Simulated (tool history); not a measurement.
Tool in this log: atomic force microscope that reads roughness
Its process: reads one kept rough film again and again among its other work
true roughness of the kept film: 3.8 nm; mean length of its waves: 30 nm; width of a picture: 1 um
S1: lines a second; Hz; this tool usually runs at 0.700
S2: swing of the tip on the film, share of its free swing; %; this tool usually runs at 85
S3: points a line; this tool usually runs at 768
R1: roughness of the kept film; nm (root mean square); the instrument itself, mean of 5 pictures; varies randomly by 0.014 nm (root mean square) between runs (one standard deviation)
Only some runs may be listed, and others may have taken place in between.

run 1 hour=0.0 | S1=0.700 S2=85 S3=768 | R1=2.696
run 2 hour=56.5 | S1=0.700 S2=85 S3=768 | R1=2.553
-- hour=68.8 new tip fitted
run 3 hour=115.0 | S1=0.700 S2=85 S3=768 | R1=3.111
run 4 hour=148.6 | S1=0.700 S2=85 S3=768 | R1=2.988
run 5 hour=183.6 | S1=0.700 S2=74 S3=768 | R1=2.938
run 6 hour=236.9 | S1=0.700 S2=74 S3=768 | R1=2.790
run 7 hour=291.1 | S1=0.700 S2=74 S3=768 | R1=2.654
-- hour=305.2 new tip fitted
run 8 hour=346.2 | S1=0.700 S2=56 S3=768 | R1=3.215
run 9 hour=376.4 | S1=0.700 S2=56 S3=768 | R1=3.112
run 10 hour=422.6 | S1=0.700 S2=85 S3=768 | R1=2.862
run 11 hour=458.7 | S1=0.700 S2=85 S3=768 | R1=2.792
run 12 hour=515.9 | S1=0.700 S2=85 S3=768 | R1=2.632
-- hour=539.8 new tip fitted
run 13 hour=543.8 | S1=0.519 S2=85 S3=768 | R1=3.237
run 14 hour=599.0 | S1=0.519 S2=85 S3=402 | R1=3.036
run 15 hour=650.4 | S1=1.580 S2=62 S3=928 | R1=2.903

The next listed run, before its measurement:
run 16 hour=699.1 | S1=1.580 S2=86 S3=1011 | R1=?

{"run 16": {"R1": 2.588}}
Minus the tool's unlogged condition, the same run would have read R1 3.102 nm (root mean square).
